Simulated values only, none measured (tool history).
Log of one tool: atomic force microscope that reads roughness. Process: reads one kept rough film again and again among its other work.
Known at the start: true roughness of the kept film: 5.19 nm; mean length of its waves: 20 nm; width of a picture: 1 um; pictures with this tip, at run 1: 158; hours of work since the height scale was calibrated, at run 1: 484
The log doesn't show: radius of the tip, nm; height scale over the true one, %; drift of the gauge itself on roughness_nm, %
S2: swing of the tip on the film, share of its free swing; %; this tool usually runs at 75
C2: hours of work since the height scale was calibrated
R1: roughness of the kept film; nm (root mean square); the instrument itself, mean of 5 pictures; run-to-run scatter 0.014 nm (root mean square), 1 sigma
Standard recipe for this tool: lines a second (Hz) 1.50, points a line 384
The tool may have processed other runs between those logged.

run 1 day=0.000 | lines_a_second_(Hz)=1.50 S2=75 points_a_line=384 | pictures_with_this_tip=158 C2=484 | R1=2.015
run 2 day=1.175 | lines_a_second_(Hz)=1.50 S2=75 points_a_line=384 | pictures_with_this_tip=192 C2=504 | R1=1.878
-- day=2.158 new tip fitted
run 3 day=2.738 | lines_a_second_(Hz)=1.50 S2=75 points_a_line=384 | pictures_with_this_tip=17 C2=531 | R1=3.110
run 4 day=3.846 | lines_a_second_(Hz)=1.50 S2=75 points_a_line=384 | pictures_with_this_tip=48 C2=550 | R1=2.752
run 5 day=4.712 | lines_a_second_(Hz)=1.50 S2=75 points_a_line=384 | pictures_with_this_tip=73 C2=566 | R1=2.577
run 6 day=5.588 | lines_a_second_(Hz)=1.50 S2=85 points_a_line=384 | pictures_with_this_tip=97 C2=581 | R1=2.217
run 7 day=7.542 | lines_a_second_(Hz)=1.50 S2=85 points_a_line=384 | pictures_with_this_tip=153 C2=615 | R1=1.916
run 8 day=8.583 | lines_a_second_(Hz)=1.50 S2=85 points_a_line=384 | pictures_with_this_tip=182 C2=633 | R1=1.806
-- day=9.879 new tip fitted
run 9 day=10.354 | lines_a_second_(Hz)=1.50 S2=85 points_a_line=384 | pictures_with_this_tip=14 C2=664 | R1=2.886
run 10 day=11.879 | lines_a_second_(Hz)=1.50 S2=85 points_a_line=384 | pictures_with_this_tip=57 C2=690 | R1=2.523
run 11 day=12.850 | lines_a_second_(Hz)=1.50 S2=85 points_a_line=384 | pictures_with_this_tip=85 C2=707 | R1=2.301
run 12 day=14.158 | lines_a_second_(Hz)=1.50 S2=85 points_a_line=384 | pictures_with_this_tip=122 C2=730 | R1=2.071
run 13 day=15.833 | lines_a_second_(Hz)=1.50 S2=75 points_a_line=716 | pictures_with_this_tip=169 C2=759 | R1=2.013
run 14 day=17.092 | lines_a_second_(Hz)=0.75 S2=75 points_a_line=384 | pictures_with_this_tip=205 C2=781 | R1=1.946
-- day=17.529 new tip fitted
run 15 day=18.350 | lines_a_second_(Hz)=0.75 S2=75 points_a_line=384 | pictures_with_this_tip=23 C2=803 | R1=3.242
run 16 day=19.342 | lines_a_second_(Hz)=0.75 S2=75 points_a_line=384 | pictures_with_this_tip=51 C2=820 | R1=2.945
run 17 day=20.438 | lines_a_second_(Hz)=1.50 S2=75 points_a_line=384 | pictures_with_this_tip=82 C2=839 | R1=2.512
run 18 day=21.433 | lines_a_second_(Hz)=1.42 S2=61 points_a_line=296 | pictures_with_this_tip=111 C2=857 | R1=2.461
run 19 day=22.604 | lines_a_second_(Hz)=1.50 S2=82 points_a_line=384 | pictures_with_this_tip=144 C2=877 | R1=2.037
run 20 day=23.704 | lines_a_second_(Hz)=1.50 S2=80 points_a_line=839 | pictures_with_this_tip=175 C2=896 | R1=1.948
run 21 day=24.567 | lines_a_second_(Hz)=0.85 S2=80 points_a_line=839 | pictures_with_this_tip=200 C2=911 | R1=1.924
-- day=25.250 new tip fitted
run 22 day=25.438 | lines_a_second_(Hz)=0.85 S2=80 points_a_line=839 | pictures_with_this_tip=6 C2=926 | R1=3.438
run 23 day=27.254 | lines_a_second_(Hz)=1.03 S2=68 points_a_line=353 | pictures_with_this_tip=57 C2=958 | R1=2.885
run 24 day=28.592 | lines_a_second_(Hz)=0.57 S2=86 points_a_line=534 | pictures_with_this_tip=95 C2=981 | R1=2.484
run 25 day=29.733 | lines_a_second_(Hz)=1.47 S2=69 points_a_line=534 | pictures_with_this_tip=127 C2=1001 | R1=2.281
run 26 day=31.133 | lines_a_second_(Hz)=0.54 S2=57 points_a_line=748 | pictures_with_this_tip=167 C2=1026 | R1=2.226
run 27 day=32.262 | lines_a_second_(Hz)=0.71 S2=75 points_a_line=384 | pictures_with_this_tip=199 C2=1045 | R1=1.937
-- day=32.875 new tip fitted
run 28 day=33.400 | lines_a_second_(Hz)=1.37 S2=74 points_a_line=384 | pictures_with_this_tip=15 C2=1065 | R1=3.219
run 29 day=35.100 | lines_a_second_(Hz)=1.17 S2=75 points_a_line=279 | pictures_with_this_tip=63 C2=1094 | R1=2.698
run 30 day=36.579 | lines_a_second_(Hz)=1.17 S2=75 points_a_line=279 | pictures_with_this_tip=105 C2=1120 | R1=2.373
run 31 day=37.529 | lines_a_second_(Hz)=0.79 S2=76 points_a_line=263 | pictures_with_this_tip=132 C2=1137 | R1=2.269
run 32 day=39.471 | lines_a_second_(Hz)=2.24 S2=61 points_a_line=1000 | pictures_with_this_tip=187 C2=1171 | R1=2.022
-- day=40.512 new tip fitted
run 33 day=40.588 | lines_a_second_(Hz)=1.50 S2=61 points_a_line=740 | pictures_with_this_tip=2 C2=1190 | R1=3.564

Some steps in R1, run to run, broken into two amounts with sign: the step expected even without the hidden condition (settings, incoming material, random variation), and the rest, left for the hidden condition together with whatever gauge scatter is not in both the measured and the hidden-condition-free result:
Run 14 -> 15: new tip fitted. R1 +1.296 nm (root mean square): hidden state +1.270, all else +0.026.
Run 21 -> 22: new tip fitted. R1 +1.514 nm (root mean square): hidden state +1.477, all else +0.037.
Run 27 -> 28: lines a second (Hz) 0.71 -> 1.37, S2 75 -> 74, new tip fitted. R1 +1.282 nm (root mean square): hidden state +1.453, all else -0.171.
Run 32 -> 33: lines a second (Hz) 2.24 -> 1.50, points a line 1000 -> 740, new tip fitted. R1 +1.542 nm (root mean square): hidden state +1.439, all else +0.103.
